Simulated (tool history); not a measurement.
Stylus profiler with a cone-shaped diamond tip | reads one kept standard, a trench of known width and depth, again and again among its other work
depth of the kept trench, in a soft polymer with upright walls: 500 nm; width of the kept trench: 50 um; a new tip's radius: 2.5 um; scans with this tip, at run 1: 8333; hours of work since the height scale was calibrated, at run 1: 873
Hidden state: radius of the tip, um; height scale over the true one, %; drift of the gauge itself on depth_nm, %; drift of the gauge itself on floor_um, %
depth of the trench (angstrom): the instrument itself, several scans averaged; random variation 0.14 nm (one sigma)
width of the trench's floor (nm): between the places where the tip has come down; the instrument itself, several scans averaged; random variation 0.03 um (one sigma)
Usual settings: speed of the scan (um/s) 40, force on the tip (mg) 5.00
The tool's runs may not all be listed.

run	hour	speed of the scan (um/s)	force on the tip (mg)	scans with this tip	hours of work since the height scale was calibrated	depth of the trench (angstrom)	width of the trench's floor (nm)
1	0.0	40	5.00	8333	873	5082.9	46540
2	86.7	40	3.77	8737	915	5065.7	46570
3	175.3	40	6.34	9150	958	5099.0	46580
4	248.2	40	6.34	9489	994	5097.1	46590
5	328.4	40	6.34	9862	1033	5099.3	46510
6	395.7	40	5.00	10175	1066	5077.0	46460
7	444.6	40	5.00	10403	1089	5080.0	46520
8	494.4	40	5.00	10634	1114	5079.3	46520
9	568.5	40	5.00	10979	1150	5075.9	46490
10	609.3	40	7.64	11169	1170	5110.8	46570
11	675.1	129	7.30	11475	1202	5107.7	46330
12	730.6	19	2.00	11733	1229	5031.4	46490
13	776.6	19	2.00	11947	1251	5032.9	46530
14	827.0	58	9.50	12182	1276	5129.6	46470
15	879.0	58	9.50	12424	1301	5128.5	46430
16	927.5	58	9.50	12650	1325	5127.1	46500

Some steps in depth of the trench (angstrom) between neighbouring runs. How much of each would the tool show without its hidden state too (settings, what came in, random variation), and how much is left for the hidden state, with any gauge scatter that isn't in both results?
Run 2 -> 3: force on the tip (mg) 3.77 -> 6.34. depth of the trench (angstrom) +33.3: hidden state -0.8, all else +34.1.
Run 13 -> 14: speed of the scan (um/s) 19 -> 58, force on the tip (mg) 2.00 -> 9.50. depth of the trench (angstrom) +96.7: hidden state -0.8, all else +97.5.

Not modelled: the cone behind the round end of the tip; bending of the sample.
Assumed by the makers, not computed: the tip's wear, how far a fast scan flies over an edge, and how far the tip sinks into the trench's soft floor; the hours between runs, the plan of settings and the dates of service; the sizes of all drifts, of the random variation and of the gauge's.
